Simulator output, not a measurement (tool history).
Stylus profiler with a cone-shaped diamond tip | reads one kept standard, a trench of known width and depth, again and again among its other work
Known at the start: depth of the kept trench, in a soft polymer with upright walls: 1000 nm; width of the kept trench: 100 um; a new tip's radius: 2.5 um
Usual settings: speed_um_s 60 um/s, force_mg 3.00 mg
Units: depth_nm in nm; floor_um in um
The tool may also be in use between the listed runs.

run 1 hour=0.0 | speed_um_s=60 force_mg=3.00 | depth_nm=1011.17 floor_um=93.97
run 2 hour=121.9 | speed_um_s=60 force_mg=3.00 | depth_nm=1010.82 floor_um=93.87
run 3 hour=177.4 | speed_um_s=60 force_mg=3.00 | depth_nm=1010.67 floor_um=93.80
run 4 hour=251.9 | speed_um_s=60 force_mg=3.00 | depth_nm=1010.42 floor_um=93.82
run 5 hour=343.0 | speed_um_s=60 force_mg=3.00 | depth_nm=1010.03 floor_um=93.79
run 6 hour=468.4 | speed_um_s=60 force_mg=3.00 | depth_nm=1009.97 floor_um=93.75
run 7 hour=566.5 | speed_um_s=60 force_mg=1.87 | depth_nm=1006.65 floor_um=93.61
run 8 hour=649.8 | speed_um_s=60 force_mg=3.42 | depth_nm=1010.39 floor_um=93.69
run 9 hour=772.4 | speed_um_s=60 force_mg=3.42 | depth_nm=1009.87 floor_um=93.61
run 10 hour=894.0 | speed_um_s=60 force_mg=3.42 | depth_nm=1009.77 floor_um=93.61
run 11 hour=991.0 | speed_um_s=60 force_mg=3.42 | depth_nm=1009.42 floor_um=93.53
run 12 hour=1077.5 | speed_um_s=60 force_mg=3.42 | depth_nm=1009.15 floor_um=93.54
run 13 hour=1181.9 | speed_um_s=60 force_mg=3.42 | depth_nm=1008.58 floor_um=93.46
run 14 hour=1302.8 | speed_um_s=60 force_mg=1.21 | depth_nm=1001.73 floor_um=93.21
run 15 hour=1404.6 | speed_um_s=73 force_mg=1.09 | depth_nm=1001.22 floor_um=93.10
run 16 hour=1473.2 | speed_um_s=43 force_mg=3.00 | depth_nm=1006.61 floor_um=93.48
run 17 hour=1555.3 | speed_um_s=54 force_mg=1.87 | depth_nm=1003.12 floor_um=93.28
-- hour=1562.0 height scale calibrated on a step standard
run 18 hour=1613.5 | speed_um_s=26 force_mg=3.43 | depth_nm=1006.69 floor_um=93.47
run 19 hour=1690.9 | speed_um_s=49 force_mg=3.43 | depth_nm=1006.08 floor_um=93.37
run 20 hour=1780.7 | speed_um_s=49 force_mg=1.01 | depth_nm=998.48 floor_um=93.06
-- hour=1824.5 height scale calibrated on a step standard, once more
run 21 hour=1832.7 | speed_um_s=78 force_mg=2.10 | depth_nm=1010.46 floor_um=93.05
run 22 hour=1891.0 | speed_um_s=29 force_mg=1.75 | depth_nm=1008.64 floor_um=93.25
run 23 hour=2008.2 | speed_um_s=29 force_mg=1.75 | depth_nm=1008.77 floor_um=93.23
run 24 hour=2114.1 | speed_um_s=29 force_mg=1.75 | depth_nm=1008.12 floor_um=93.25
run 25 hour=2216.8 | speed_um_s=29 force_mg=1.75 | depth_nm=1007.75 floor_um=93.18
run 26 hour=2275.3 | speed_um_s=19 force_mg=3.52 | depth_nm=1013.10 floor_um=93.25

5 ways to go on from here, each from the tool as it stands after run 26. What would each give?
run A hour=2358.1 | speed_um_s=19 force_mg=6.49 | depth_nm=? floor_um=?
run B hour=2358.1 | speed_um_s=30 force_mg=4.28 | depth_nm=? floor_um=?
run C hour=2358.1 | speed_um_s=29 force_mg=3.52 | depth_nm=? floor_um=?
run D hour=2358.1 | speed_um_s=182 force_mg=2.04 | depth_nm=? floor_um=?
run E hour=2358.1 | speed_um_s=60 force_mg=4.79 | depth_nm=? floor_um=?

run=A depth_nm=1019.98 floor_um=93.26
run=B depth_nm=1014.66 floor_um=93.23
run=C depth_nm=1012.77 floor_um=93.24
run=D depth_nm=1008.71 floor_um=92.13
run=E depth_nm=1016.17 floor_um=93.06
Without the tool's hidden state the same runs would have given:
run=A depth_nm=1021.36 floor_um=95.91
run=B depth_nm=1016.02 floor_um=95.88
run=C depth_nm=1014.14 floor_um=95.88
run=D depth_nm=1010.07 floor_um=94.78
run=E depth_nm=1017.54 floor_um=95.71
